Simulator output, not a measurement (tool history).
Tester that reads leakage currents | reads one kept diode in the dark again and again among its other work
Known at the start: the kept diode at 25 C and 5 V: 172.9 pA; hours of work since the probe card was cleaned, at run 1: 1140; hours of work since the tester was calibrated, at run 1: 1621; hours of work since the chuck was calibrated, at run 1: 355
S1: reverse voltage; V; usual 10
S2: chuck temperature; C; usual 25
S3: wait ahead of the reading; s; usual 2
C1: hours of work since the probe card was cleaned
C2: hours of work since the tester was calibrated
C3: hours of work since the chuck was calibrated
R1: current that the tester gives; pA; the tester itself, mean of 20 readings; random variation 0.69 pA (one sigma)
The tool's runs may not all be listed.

run 1 hour=0 | S1=10 S2=25 S3=2 | C1=1140 C2=1621 C3=355 | R1=231.56
run 2 hour=77.8 | S1=10 S2=25 S3=2 | C1=1191 C2=1672 C3=406 | R1=229.92
-- hour=128.9 probe card cleaned and baked
run 3 hour=145.2 | S1=10 S2=25 S3=2 | C1=11 C2=1714 C3=449 | R1=225.74
run 4 hour=185.4 | S1=10 S2=25 S3=2 | C1=37 C2=1740 C3=475 | R1=225.71
run 5 hour=250.6 | S1=10 S2=25 S3=2 | C1=80 C2=1783 C3=518 | R1=224.21
run 6 hour=326.8 | S1=10 S2=25 S3=0.43 | C1=130 C2=1833 C3=567 | R1=225.31
run 7 hour=366.4 | S1=10 S2=25 S3=0.43 | C1=155 C2=1859 C3=593 | R1=224.84
run 8 hour=402.2 | S1=10 S2=25 S3=0.43 | C1=179 C2=1882 C3=617 | R1=224.64
run 9 hour=455.7 | S1=10 S2=25 S3=0.43 | C1=214 C2=1917 C3=652 | R1=224.77
run 10 hour=495.5 | S1=10 S2=25 S3=0.43 | C1=240 C2=1943 C3=678 | R1=224.12
run 11 hour=546.9 | S1=10 S2=25 S3=1.17 | C1=274 C2=1977 C3=712 | R1=222.83
run 12 hour=579.2 | S1=10 S2=25 S3=1.17 | C1=295 C2=1998 C3=733 | R1=222.46
run 13 hour=645.8 | S1=10 S2=25 S3=1.17 | C1=338 C2=2042 C3=776 | R1=221.47
run 14 hour=691 | S1=10 S2=25 S3=1.17 | C1=368 C2=2071 C3=806 | R1=220.92
run 15 hour=768 | S1=10 S2=25 S3=2 | C1=418 C2=2122 C3=856 | R1=220.84
run 16 hour=830.3 | S1=10 S2=21 S3=2 | C1=459 C2=2162 C3=897 | R1=159.48
run 17 hour=865.5 | S1=10 S2=25 S3=2 | C1=482 C2=2185 C3=920 | R1=218.13
run 18 hour=921.8 | S1=10 S2=25 S3=2 | C1=519 C2=2222 C3=957 | R1=218.31
run 19 hour=993.1 | S1=12.7 S2=25 S3=2 | C1=566 C2=2269 C3=1004 | R1=240.21
run 20 hour=1050.1 | S1=12.7 S2=25 S3=2 | C1=603 C2=2306 C3=1041 | R1=239.1
run 21 hour=1102.7 | S1=10 S2=27 S3=0.94 | C1=638 C2=2341 C3=1075 | R1=253.01
run 22 hour=1152.6 | S1=6.3 S2=59 S3=0.94 | C1=670 C2=2373 C3=1108 | R1=1981.05
run 23 hour=1193.7 | S1=6.3 S2=59 S3=0.94 | C1=697 C2=2400 C3=1135 | R1=1986.26
-- hour=1209 chuck's temperature calibrated
run 24 hour=1245 | S1=6.3 S2=59 S3=0.94 | C1=729 C2=2433 C3=24 | R1=2126.08
run 25 hour=1277.4 | S1=6.3 S2=59 S3=0.94 | C1=751 C2=2454 C3=45 | R1=2124.03
run 26 hour=1313.5 | S1=16.2 S2=59 S3=8.4 | C1=774 C2=2477 C3=68 | R1=3126.08
run 27 hour=1359.5 | S1=10 S2=20 S3=2.12 | C1=804 C2=2508 C3=98 | R1=158.87
run 28 hour=1410.5 | S1=3.3 S2=20 S3=3.06 | C1=838 C2=2541 C3=132 | R1=99.38
run 29 hour=1482.6 | S1=3.3 S2=20 S3=3.06 | C1=885 C2=2588 C3=179 | R1=99.11
run 30 hour=1536.6 | S1=2.2 S2=20 S3=3.06 | C1=920 C2=2624 C3=214 | R1=83.37
run 31 hour=1593.4 | S1=4.5 S2=20 S3=8.09 | C1=957 C2=2661 C3=252 | R1=112.91
run 32 hour=1659.2 | S1=4.5 S2=20 S3=8.09 | C1=1001 C2=2704 C3=295 | R1=111.64
run 33 hour=1736 | S1=4.5 S2=41 S3=0.47 | C1=1051 C2=2754 C3=345 | R1=548.05
run 34 hour=1798.1 | S1=6.9 S2=48 S3=2 | C1=1092 C2=2795 C3=386 | R1=1047.15
run 35 hour=1847.3 | S1=6.5 S2=32 S3=0.45 | C1=1124 C2=2827 C3=418 | R1=327.93
run 36 hour=1879.5 | S1=6.5 S2=36 S3=0.78 | C1=1145 C2=2848 C3=439 | R1=439.44
run 37 hour=1927.3 | S1=6.6 S2=31 S3=0.63 | C1=1176 C2=2879 C3=470 | R1=303.82
run 38 hour=1974.3 | S1=8.9 S2=35 S3=4.15 | C1=1207 C2=2910 C3=501 | R1=462.96
-- hour=2003.4 probe card cleaned and baked
run 39 hour=2035.4 | S1=4.6 S2=31 S3=2 | C1=21 C2=2948 C3=539 | R1=257.32
run 40 hour=2098.4 | S1=4 S2=32 S3=0.57 | C1=62 C2=2989 C3=580 | R1=262.87

How the hidden state differs across the entries between the runs, from the last listed run before each to the first after it:
Between runs 2 and 3: probe card cleaned and baked (hour 128.9)
  stray current of the dirty probe card, pA a volt: 0.516 -> 0.026; current scale over the true one, %: 0.61 -> 0.62; true chuck temperature over the reading, C: -0.34 -> -0.39
  measured less the result without the state, R1: +0.23 -> -5.5 pA
Between runs 23 and 24: chuck's temperature calibrated (hour 1209)
  stray current of the dirty probe card, pA a volt: 0.327 -> 0.34; current scale over the true one, %: 0.85 -> 0.86; true chuck temperature over the reading, C: -1.16 -> 0.04
  measured less the result without the state, R1: -132.11 -> +25.31 pA
Between runs 38 and 39: probe card cleaned and baked (hour 2003.4)
  stray current of the dirty probe card, pA a volt: 0.551 -> 0.032; current scale over the true one, %: 1.03 -> 1.05; true chuck temperature over the reading, C: -0.48 -> -0.53
  measured less the result without the state, R1: -6.99 -> -7.64 pA
